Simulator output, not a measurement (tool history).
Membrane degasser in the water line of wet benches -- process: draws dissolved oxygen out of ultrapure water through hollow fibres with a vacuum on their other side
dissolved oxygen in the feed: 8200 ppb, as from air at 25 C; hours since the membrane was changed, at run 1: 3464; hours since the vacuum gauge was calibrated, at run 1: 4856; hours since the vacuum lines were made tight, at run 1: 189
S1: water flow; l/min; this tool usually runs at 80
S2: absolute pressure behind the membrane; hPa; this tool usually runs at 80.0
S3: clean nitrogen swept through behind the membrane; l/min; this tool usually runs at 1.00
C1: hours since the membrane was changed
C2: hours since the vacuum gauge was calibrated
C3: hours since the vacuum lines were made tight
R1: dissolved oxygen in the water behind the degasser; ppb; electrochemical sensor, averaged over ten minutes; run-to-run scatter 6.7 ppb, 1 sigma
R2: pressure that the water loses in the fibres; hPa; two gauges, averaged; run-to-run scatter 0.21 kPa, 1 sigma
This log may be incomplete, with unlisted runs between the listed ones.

run,hour,S1,S2,S3,C1,C2,C3,R1,R2
1,0.0,80,80.0,1.00,3464,4856,189,743.0,534.2
2,83.8,80,80.0,1.00,3548,4940,272,739.5,541.1
3,153.2,80,80.0,1.00,3617,5010,342,746.0,540.6
4,237.4,80,80.0,1.00,3702,5094,426,747.0,539.8
5,331.9,102,80.0,1.00,3796,5188,521,902.6,691.9
6,405.2,56,80.0,1.00,3869,5262,594,547.0,378.7
7,512.2,56,96.2,1.00,3976,5369,701,690.9,382.5
8,625.9,80,80.0,1.00,4090,5482,814,745.1,544.4
9,712.9,80,80.0,1.00,4177,5569,902,740.1,546.4
10,835.5,80,80.0,1.00,4300,5692,1024,753.7,549.3
11,920.3,80,80.0,1.00,4384,5777,1109,750.1,549.5
12,978.8,99,80.0,1.00,4443,5835,1167,901.4,677.3
13,1077.9,99,80.0,1.00,4542,5934,1266,900.3,676.8
14,1200.2,99,80.0,1.00,4664,6057,1389,912.3,678.1
15,1288.4,99,80.0,1.00,4753,6145,1477,900.1,677.4
16,1385.9,80,80.0,1.00,4850,6242,1575,762.2,549.2
17,1496.7,80,80.0,1.00,4961,6353,1685,760.3,552.6
18,1603.1,80,49.8,0.66,5067,6460,1792,490.4,554.2
19,1700.5,80,145.0,0.66,5165,6557,1889,1840.9,552.5
20,1771.6,53,145.0,2.22,5236,6628,1960,609.7,368.8
21,1840.6,120,193.2,1.16,5305,6697,2029,2287.2,826.2
22,1909.5,86,168.2,2.14,5374,6766,2098,1114.6,602.2
23,2029.9,73,137.2,0.78,5494,6886,2219,1513.6,509.0
# hour 2094.4: vacuum gauge calibrated
24,2139.7,73,137.2,0.78,5603,45,2328,1450.9,505.8
25,2257.0,71,83.7,1.00,5721,163,2445,670.0,492.3
26,2367.8,108,70.9,2.42,5832,273,2556,533.0,755.3
27,2479.4,80,49.7,1.84,5943,385,2667,252.2,561.5
28,2602.9,56,80.0,2.00,6067,508,2791,324.3,394.8
29,2675.0,110,182.2,1.00,6139,581,2863,2178.3,770.3
30,2781.2,110,182.2,1.00,6245,687,2969,2171.3,777.9
31,2901.4,102,182.2,2.05,6365,807,3089,1423.1,720.3

Selected run-to-run steps in R1, each split into two signed amounts: the part the tool would show with no hidden state at all (from settings, incoming material and random variation), and the remainder, which goes to the hidden state together with any gauge scatter not common to the measured and the hidden-state-free results:
Hidden state present: membrane still open, %; true pressure behind the membrane over the reading, kPa; air that leaks in behind the membrane, l/min; drift of the gauge itself on oxygen_ppb, %; drift of the gauge itself on loss_of_pressure_kpa, %.
Run 18 -> 19: S2 49.8 -> 145.0. R1 +1350.5 ppb: hidden state -31.8, all else +1382.3.
Run 19 -> 20: S1 80 -> 53, S3 0.66 -> 2.22. R1 -1231.2 ppb: hidden state -54.2, all else -1177.0.
Run 20 -> 21: S1 53 -> 120, S2 145.0 -> 193.2, S3 2.22 -> 1.16. R1 +1677.5 ppb: hidden state +59.2, all else +1618.3.
Run 23 -> 24: vacuum gauge calibrated. R1 -62.7 ppb: hidden state -73.7, all else +11.0.
Run 28 -> 29: S1 56 -> 110, S2 80.0 -> 182.2, S3 2.00 -> 1.00. R1 +1854.0 ppb: hidden state +22.7, all else +1831.3.
